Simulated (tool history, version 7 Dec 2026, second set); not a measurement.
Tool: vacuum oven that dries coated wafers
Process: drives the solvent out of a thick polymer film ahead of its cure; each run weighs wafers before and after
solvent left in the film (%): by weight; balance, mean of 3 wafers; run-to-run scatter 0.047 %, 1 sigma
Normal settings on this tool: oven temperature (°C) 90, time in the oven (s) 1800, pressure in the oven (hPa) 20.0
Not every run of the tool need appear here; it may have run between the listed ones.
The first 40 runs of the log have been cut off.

run	hour	oven temperature (°C)	time in the oven (s)	pressure in the oven (hPa)	hours of work since the thermocouples were calibrated	hours of work since the vacuum gauge was cleaned of residue	solvent left in the film (%)
41	1731.0	94	2760	20.0	67	994	1.92
42	1758.2	94	2760	20.0	79	1007	1.95
# hour 1794.7: vacuum gauge cleaned of residue and calibrated
43	1822.0	91	2340	20.0	108	13	2.03
44	1883.0	91	2340	20.0	136	41	2.03
45	1913.2	91	2340	20.0	151	55	2.04
46	1943.3	75	2340	20.0	164	69	5.52
47	1986.6	102	2160	59.2	185	89	3.74
48	2028.7	88	1200	29.2	204	109	4.63

Here are 3 independent what-if runs from the current tool condition. What would each one return?
A	2087.8	98	1920	20.0	232	136	?
B	2087.8	76	1680	61.5	232	136	?
C	2087.8	103	1200	14.3	232	136	?

run	solvent left in the film (%)
A	1.53
B	11.19
C	1.00
The same runs, with their run-to-run variation unchanged, on a tool lacking any hidden condition would have given:
run	solvent left in the film (%)
A	1.55
B	11.37
C	1.02
